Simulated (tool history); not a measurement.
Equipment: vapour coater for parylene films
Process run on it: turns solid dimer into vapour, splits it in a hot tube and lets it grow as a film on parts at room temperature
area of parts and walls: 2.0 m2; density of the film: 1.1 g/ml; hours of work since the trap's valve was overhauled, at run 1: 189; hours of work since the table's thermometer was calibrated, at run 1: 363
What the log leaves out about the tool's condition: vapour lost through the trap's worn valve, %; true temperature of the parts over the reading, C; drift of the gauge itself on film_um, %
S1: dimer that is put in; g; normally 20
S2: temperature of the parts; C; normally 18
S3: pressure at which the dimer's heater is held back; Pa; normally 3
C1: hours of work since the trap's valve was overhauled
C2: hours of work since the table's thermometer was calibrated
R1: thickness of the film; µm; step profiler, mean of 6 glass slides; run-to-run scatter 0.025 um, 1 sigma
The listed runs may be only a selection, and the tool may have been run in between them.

run	hour	S1	S2	S3	C1	C2	R1
1	0	20	18	3	189	363	5.43
2	21.3	20	18	3	199	373	5.44
# hour 45.8: trap's valve overhauled
3	54.6	20	18	9.47	4	386	4.04
4	73	20	18	9.47	12	395	4.02
5	100.8	20	18	3.12	25	407	5.35
6	133	20	26	3	40	422	4.59
7	174.1	20	26	3	59	441	4.61
# hour 195: trap's valve overhauled, once more
8	213.7	20	26	3.93	9	457	4.58
9	237.7	20	17	3	20	468	5.74
10	276.6	18	11	6.46	37	486	4.81
11	295.6	18	11	6.46	46	495	4.83
12	329.2	18	15	7.66	62	510	4.24
13	352.2	20	20	3	72	521	5.38
14	375.5	11	17	8.76	83	532	2.4
15	397.2	11	17	3.41	93	541	3.04
16	415.6	21	16	3.78	101	550	5.71

4 options for the next run, each taken on its own from the tool as it stands now. Forecast them:
A	447.5	20	29	3	116	565	?
B	447.5	15	16	2.76	116	565	?
C	447.5	10	18	3	116	565	?
D	447.5	8	11	10.91	116	565	?

run	R1
A	4.5
B	4.43
C	2.75
D	1.85
Take away the tool's hidden state, keep each run's random variation, and the runs would have read:
run	R1
A	4.56
B	4.49
C	2.79
D	1.88

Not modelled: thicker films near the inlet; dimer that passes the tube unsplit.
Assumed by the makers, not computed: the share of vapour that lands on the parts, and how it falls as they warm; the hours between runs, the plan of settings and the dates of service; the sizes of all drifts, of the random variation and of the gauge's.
